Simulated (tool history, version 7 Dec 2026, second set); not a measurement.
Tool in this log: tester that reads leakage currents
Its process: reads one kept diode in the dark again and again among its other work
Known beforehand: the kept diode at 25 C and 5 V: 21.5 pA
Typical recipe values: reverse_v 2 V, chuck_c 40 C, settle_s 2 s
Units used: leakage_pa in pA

{"run": 1, "hour": 0.0, "reverse_v": 2, "chuck_c": 40, "settle_s": 2, "leakage_pa": 49.34}
{"run": 2, "hour": 70.9, "reverse_v": 2, "chuck_c": 40, "settle_s": 2, "leakage_pa": 49.56}
{"run": 3, "hour": 161.4, "reverse_v": 2, "chuck_c": 40, "settle_s": 2, "leakage_pa": 49.69}
{"run": 4, "hour": 247.4, "reverse_v": 2, "chuck_c": 40, "settle_s": 2, "leakage_pa": 50.06}
{"run": 5, "hour": 294.2, "reverse_v": 2, "chuck_c": 40, "settle_s": 2, "leakage_pa": 49.97}
{"run": 6, "hour": 370.1, "reverse_v": 2, "chuck_c": 34, "settle_s": 2, "leakage_pa": 32.97}
{"run": 7, "hour": 462.2, "reverse_v": 2, "chuck_c": 34, "settle_s": 2, "leakage_pa": 33.31}
{"run": 8, "hour": 541.3, "reverse_v": 2, "chuck_c": 34, "settle_s": 2, "leakage_pa": 33.27}
{"run": 9, "hour": 623.4, "reverse_v": 2, "chuck_c": 40, "settle_s": 2, "leakage_pa": 50.4}
{"run": 10, "hour": 715.4, "reverse_v": 2, "chuck_c": 40, "settle_s": 0.44, "leakage_pa": 51.18}
{"run": 11, "hour": 811.8, "reverse_v": 2, "chuck_c": 40, "settle_s": 0.44, "leakage_pa": 51.38}
{"run": 12, "hour": 862.2, "reverse_v": 2, "chuck_c": 40, "settle_s": 0.44, "leakage_pa": 51.32}
{"run": 13, "hour": 905.9, "reverse_v": 2, "chuck_c": 40, "settle_s": 0.44, "leakage_pa": 51.26}
{"run": 14, "hour": 997.5, "reverse_v": 2, "chuck_c": 33, "settle_s": 0.44, "leakage_pa": 32.27}
{"run": 15, "hour": 1063.1, "reverse_v": 2, "chuck_c": 33, "settle_s": 0.44, "leakage_pa": 32.2}
{"run": 16, "hour": 1114.7, "reverse_v": 2, "chuck_c": 33, "settle_s": 0.59, "leakage_pa": 32.41}
{"run": 17, "hour": 1195.3, "reverse_v": 2, "chuck_c": 25, "settle_s": 2, "leakage_pa": 18.29}
{"run": 18, "hour": 1243.2, "reverse_v": 2, "chuck_c": 25, "settle_s": 2, "leakage_pa": 18.38}
{"run": 19, "hour": 1304.1, "reverse_v": 2, "chuck_c": 25, "settle_s": 2, "leakage_pa": 18.47}
{"run": 20, "hour": 1379.4, "reverse_v": 2, "chuck_c": 25, "settle_s": 2, "leakage_pa": 18.52}
{"run": 21, "hour": 1474.4, "reverse_v": 16.34, "chuck_c": 25, "settle_s": 5.46, "leakage_pa": 46.83}
{"run": 22, "hour": 1572.8, "reverse_v": 2.29, "chuck_c": 25, "settle_s": 5.46, "leakage_pa": 19.72}
{"run": 23, "hour": 1654.5, "reverse_v": 2.29, "chuck_c": 25, "settle_s": 5.46, "leakage_pa": 19.81}
{"run": 24, "hour": 1705.1, "reverse_v": 1.77, "chuck_c": 40, "settle_s": 4.61, "leakage_pa": 50.24}
{"run": 25, "hour": 1803.0, "reverse_v": 1.77, "chuck_c": 55, "settle_s": 6.53, "leakage_pa": 132.61}
{"run": 26, "hour": 1861.9, "reverse_v": 1.77, "chuck_c": 55, "settle_s": 6.53, "leakage_pa": 133.15}
{"run": 27, "hour": 1941.9, "reverse_v": 2, "chuck_c": 38, "settle_s": 3.78, "leakage_pa": 46.49}
{"run": 28, "hour": 1996.0, "reverse_v": 2, "chuck_c": 38, "settle_s": 3.78, "leakage_pa": 46.54}
{"run": 29, "hour": 2049.4, "reverse_v": 1.6, "chuck_c": 54, "settle_s": 3.78, "leakage_pa": 121.01}
{"run": 30, "hour": 2124.7, "reverse_v": 1.54, "chuck_c": 54, "settle_s": 3.78, "leakage_pa": 119.71}
{"run": 31, "hour": 2173.6, "reverse_v": 2.14, "chuck_c": 26, "settle_s": 0.8, "leakage_pa": 21.94}
{"run": 32, "hour": 2261.5, "reverse_v": 2.14, "chuck_c": 26, "settle_s": 0.8, "leakage_pa": 21.87}
{"run": 33, "hour": 2310.5, "reverse_v": 2, "chuck_c": 25, "settle_s": 1.82, "leakage_pa": 19.97}
{"run": 34, "hour": 2378.6, "reverse_v": 2, "chuck_c": 40, "settle_s": 7.9, "leakage_pa": 54.92}
{"run": 35, "hour": 2441.2, "reverse_v": 3.06, "chuck_c": 46, "settle_s": 0.35, "leakage_pa": 97.2}
{"run": 36, "hour": 2533.7, "reverse_v": 1.11, "chuck_c": 27, "settle_s": 0.35, "leakage_pa": 18.48}
{"run": 37, "hour": 2586.5, "reverse_v": 1.11, "chuck_c": 27, "settle_s": 0.35, "leakage_pa": 18.55}
{"run": 38, "hour": 2629.1, "reverse_v": 1.11, "chuck_c": 27, "settle_s": 0.35, "leakage_pa": 18.52}
{"run": 39, "hour": 2689.2, "reverse_v": 1.11, "chuck_c": 25, "settle_s": 0.35, "leakage_pa": 16.18}

Not shown: 1 entry that the log had between the listed runs. Between which runs, and how does the tool's hidden state differ before and after?
In the gap between runs 30 and 31: tester calibrated (hour 2142.1)
  stray current of the dirty probe card, pA a volt: 0.755 -> 0.767; current scale over the true one, %: -1.87 -> -0.11; true chuck temperature over the reading, C: 1.99 -> 2.02
  measured less the result without the state, leakage_pa: +13.14 -> +4.38 pA

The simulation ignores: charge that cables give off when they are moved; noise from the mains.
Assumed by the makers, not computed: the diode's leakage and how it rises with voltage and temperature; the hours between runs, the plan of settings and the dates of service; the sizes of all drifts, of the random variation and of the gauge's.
